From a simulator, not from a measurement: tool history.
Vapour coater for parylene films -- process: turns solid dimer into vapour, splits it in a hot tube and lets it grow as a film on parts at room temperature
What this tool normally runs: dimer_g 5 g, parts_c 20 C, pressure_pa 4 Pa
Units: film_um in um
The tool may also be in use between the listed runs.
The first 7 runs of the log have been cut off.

run,hour,dimer_g,parts_c,pressure_pa,film_um
8,428.1,5,20,11.04,0.759
9,495,5,20,11.04,0.763
10,542.7,6,20,11.04,0.919
11,601.8,5,30,4,0.612
12,677.1,5,30,4,0.605
13,733.2,5,30,4,0.605
14,780.2,6,20,4,1.158
15,845,6,20,4,1.164
# hour 887.5: trap's valve overhauled
# hour 914.9: table's thermometer calibrated
16,921.1,6,20,4,1.156
17,952.5,6,20,4,1.158
18,1012.4,5,20,8.84,0.801
19,1058.5,5,20,4,0.96
20,1098.8,5,20,4,0.97
21,1140.5,5,20,9.3,0.791
22,1184.6,5,20,9.3,0.794
23,1256.7,5,20,9.3,0.793
24,1290.8,5,20,9.3,0.779
25,1327.1,5,20,9.3,0.785
26,1383.7,5,27,9.3,0.565

The next listed run, before its measurement:
27,1421.2,5,27,9.3,?

film_um: 0.562 um
Were there no unlogged condition in the tool, this run, its random variation unchanged, would have produced film_um 0.565 um.

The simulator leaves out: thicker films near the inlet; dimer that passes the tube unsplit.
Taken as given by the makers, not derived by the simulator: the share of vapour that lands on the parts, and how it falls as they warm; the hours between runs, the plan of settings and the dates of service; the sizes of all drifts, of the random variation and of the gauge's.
